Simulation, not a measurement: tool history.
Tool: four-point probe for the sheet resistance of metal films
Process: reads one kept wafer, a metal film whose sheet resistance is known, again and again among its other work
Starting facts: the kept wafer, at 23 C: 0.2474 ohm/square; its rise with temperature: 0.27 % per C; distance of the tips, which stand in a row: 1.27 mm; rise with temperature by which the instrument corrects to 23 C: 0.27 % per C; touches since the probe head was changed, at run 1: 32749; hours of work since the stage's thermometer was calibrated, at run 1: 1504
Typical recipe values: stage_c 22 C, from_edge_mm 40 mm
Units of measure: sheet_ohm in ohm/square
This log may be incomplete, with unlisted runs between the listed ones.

run,day,stage_c,from_edge_mm,touches since the probe head was changed,hours of work since the stage's thermometer was calibrated,sheet_ohm
1,0.000,22,40,32749,1504,0.246751
2,1.650,25,40,34142,1535,0.246784
3,3.383,32,40,35608,1568,0.246855
4,6.158,22,40,37953,1620,0.246734
5,9.400,22,40,40693,1680,0.246722
6,12.279,22,40,43127,1734,0.246712
7,15.542,22,40,45885,1795,0.246689
8,17.825,22,40,47815,1838,0.246582
9,21.458,22,5,50885,1906,0.254677
10,23.754,22,25,52826,1949,0.246765
11,26.621,22,33,55251,2003,0.246534
12,28.604,22,33,56924,2040,0.246577
13,31.604,22,33,59461,2096,0.246553
14,33.738,22,41,61263,2136,0.246308
15,37.321,26,40,64292,2203,0.246455
# day 37.596: stage's thermometer calibrated
16,40.638,26,40,67080,57,0.246505
17,44.442,32,40,70294,128,0.246466
18,46.154,32,40,71742,160,0.246402
19,48.292,32,40,73549,200,0.246411
20,51.896,32,40,76596,268,0.246303
21,54.908,32,40,79140,324,0.246376
22,56.758,20,40,80704,359,0.246258
23,60.229,33,12,83640,424,0.247631
# day 61.067: stage's thermometer calibrated, once more
24,63.467,20,43,86355,45,0.245729
25,65.888,20,43,88404,90,0.245742
26,69.054,31,19,91078,150,0.246220
27,71.662,31,19,93284,198,0.246248
28,73.921,31,19,95194,241,0.246118
29,77.446,31,19,98172,307,0.246165
30,79.279,33,18,99722,341,0.246204
31,81.829,27,41,101877,389,0.245669
32,85.362,27,41,104864,455,0.245734
33,87.983,29,21,107080,504,0.246030
34,89.638,33,12,108477,535,0.246876
35,93.117,33,12,111419,600,0.246852
36,95.258,23,41,113227,640,0.245544
37,98.204,23,41,115719,695,0.245469
38,101.692,22,43,118666,761,0.245409
39,104.121,23,27,120719,806,0.245558
40,107.638,34,55,123690,872,0.245367
41,110.950,34,55,126493,934,0.245341
42,114.246,24,7,129277,996,0.249410
43,115.938,35,24,130705,1027,0.245544
44,118.838,33,40,133159,1082,0.245209

Here are 3 independent what-if runs from the current tool condition. What would each one return?
A,121.300,24,62,135240,1128,?
B,121.300,22,26,135240,1128,?
C,121.300,30,3,135240,1128,?

run,sheet_ohm
A,0.245073
B,0.245435
C,0.266424
Take away the tool's hidden state, keep each run's random variation, and the runs would have read:
run,sheet_ohm
A,0.247397
B,0.247762
C,0.268933

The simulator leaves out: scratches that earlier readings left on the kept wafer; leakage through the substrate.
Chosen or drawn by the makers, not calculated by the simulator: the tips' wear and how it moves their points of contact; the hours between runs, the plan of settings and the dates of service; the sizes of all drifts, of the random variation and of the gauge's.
